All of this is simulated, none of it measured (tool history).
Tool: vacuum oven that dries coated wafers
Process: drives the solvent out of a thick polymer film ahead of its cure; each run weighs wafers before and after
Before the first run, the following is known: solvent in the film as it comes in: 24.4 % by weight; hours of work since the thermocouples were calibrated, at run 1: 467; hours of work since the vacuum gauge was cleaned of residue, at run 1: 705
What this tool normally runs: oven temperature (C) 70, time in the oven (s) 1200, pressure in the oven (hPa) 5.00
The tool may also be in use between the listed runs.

run   hour  oven temperature (C)  time in the oven (s)  pressure in the oven (hPa)  hours of work since the thermocouples were calibrated  hours of work since the vacuum gauge was cleaned of residue  solvent left in the film (%)
  1    0.0                    70                  1200                        5.00                                                    467                                                          705                          1.00
  2   29.8                    78                  1200                        5.00                                                    485                                                          723                          0.21
  3   56.9                    70                  1200                        5.00                                                    501                                                          739                          0.99
  4   95.3                    81                  1200                        5.00                                                    524                                                          762                          0.20
  5  122.7                    81                  1200                        5.00                                                    541                                                          778                          0.20
  6  174.4                    81                  1200                        5.00                                                    571                                                          809                          0.23
  7  227.1                    60                  1200                        5.00                                                    603                                                          841                          4.72
  8  283.0                    60                  1200                        5.00                                                    636                                                          874                          4.70
  9  326.0                    60                  1200                        5.00                                                    662                                                          900                          4.71
 10  356.3                    60                  1200                        5.00                                                    680                                                          918                          4.70
 11  387.5                    68                  1140                        3.22                                                    699                                                          936                          1.46
 12  448.1                    71                  1380                        5.00                                                    735                                                          972                          0.56
 13  475.6                    64                  1380                        5.88                                                    751                                                          989                          2.13
 14  532.8                    64                  1380                        5.88                                                    785                                                         1023                          2.18
 15  563.4                    70                  1320                       12.42                                                    803                                                         1041                          1.05
 16  618.7                    70                  1320                       12.42                                                    836                                                         1074                          1.04
 17  672.0                    63                  2100                       13.27                                                    868                                                         1106                          1.53
 18  724.5                    63                  2100                       13.27                                                    900                                                         1137                          1.56

Some steps in solvent left in the film (%), run to run, broken into two amounts with sign: the step expected even without the hidden condition (settings, incoming material, random variation), and the rest, left for the hidden condition together with whatever gauge scatter is not in both the measured and the hidden-condition-free result:
The hidden state here: true wafer temperature over the reading, C; true pressure over the reading, kPa; drift of the gauge itself on solvent_pct, %.
Run 6 -> 7: oven temperature (C) 81 -> 60. solvent left in the film (%) +4.49: hidden state -0.50, all else +4.99.

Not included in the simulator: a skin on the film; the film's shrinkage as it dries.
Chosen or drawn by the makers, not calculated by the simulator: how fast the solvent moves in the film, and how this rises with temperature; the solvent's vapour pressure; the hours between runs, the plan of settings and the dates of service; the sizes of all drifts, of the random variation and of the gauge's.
